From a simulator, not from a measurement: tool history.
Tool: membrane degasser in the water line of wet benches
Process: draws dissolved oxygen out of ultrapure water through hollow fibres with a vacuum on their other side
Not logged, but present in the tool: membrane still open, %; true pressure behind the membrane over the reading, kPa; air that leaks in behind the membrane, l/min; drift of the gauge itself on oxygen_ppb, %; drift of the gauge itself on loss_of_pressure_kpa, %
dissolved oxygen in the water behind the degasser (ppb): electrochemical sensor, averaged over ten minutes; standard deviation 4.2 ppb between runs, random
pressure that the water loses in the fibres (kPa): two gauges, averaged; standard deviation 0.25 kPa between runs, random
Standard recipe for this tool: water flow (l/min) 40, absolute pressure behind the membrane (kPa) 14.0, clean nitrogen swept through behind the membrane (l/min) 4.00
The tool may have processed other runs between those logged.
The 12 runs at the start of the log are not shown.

run	hour	water flow (l/min)	absolute pressure behind the membrane (kPa)	clean nitrogen swept through behind the membrane (l/min)	hours since the membrane was changed	hours since the vacuum gauge was calibrated	hours since the vacuum lines were made tight	dissolved oxygen in the water behind the degasser (ppb)	pressure that the water loses in the fibres (kPa)
13	2963.5	40	14.0	3.45	9713	433	7186	495.5	68.09
# hour 3234.7: seals of the vacuum lines changed
14	3290.2	40	14.0	3.45	10037	757	56	490.1	68.16
15	3480.6	40	14.0	3.45	10228	948	246	489.2	68.46
16	3640.4	40	18.7	3.45	10388	1108	406	604.2	68.44
17	3887.9	40	21.2	8.93	10635	1355	653	410.2	68.72
18	4183.8	38	26.3	4.00	10931	1651	949	675.6	65.08
19	4446.6	38	26.3	4.00	11194	1914	1212	684.4	65.39
20	4783.5	51	14.0	11.77	11531	2251	1549	413.6	87.26
21	4998.5	37	14.0	10.51	11746	2466	1764	297.2	64.08
22	5282.8	37	14.0	10.51	12030	2750	2048	298.4	63.65
23	5575.1	37	14.0	10.51	12322	3042	2340	300.0	63.78
# hour 5792.4: membrane cartridge changed
24	5884.8	37	14.0	10.51	92	3348	2646	254.6	60.34
25	6027.1	39	9.3	6.38	235	3490	2788	266.3	63.08
26	6177.9	46	14.0	2.09	386	3641	2939	700.8	74.01

Estimate the outcome of run 27 from the log above:
27	6406.9	32	22.7	11.22	615	3870	3168	?	?

Run 27 gave dissolved oxygen in the water behind the degasser (ppb) 273.2, pressure that the water loses in the fibres (kPa) 52.01.
Take away the tool's hidden state, keep the run-to-run variation as it was, and the same run would have given dissolved oxygen in the water behind the degasser (ppb) 269.2, pressure that the water loses in the fibres (kPa) 51.84.
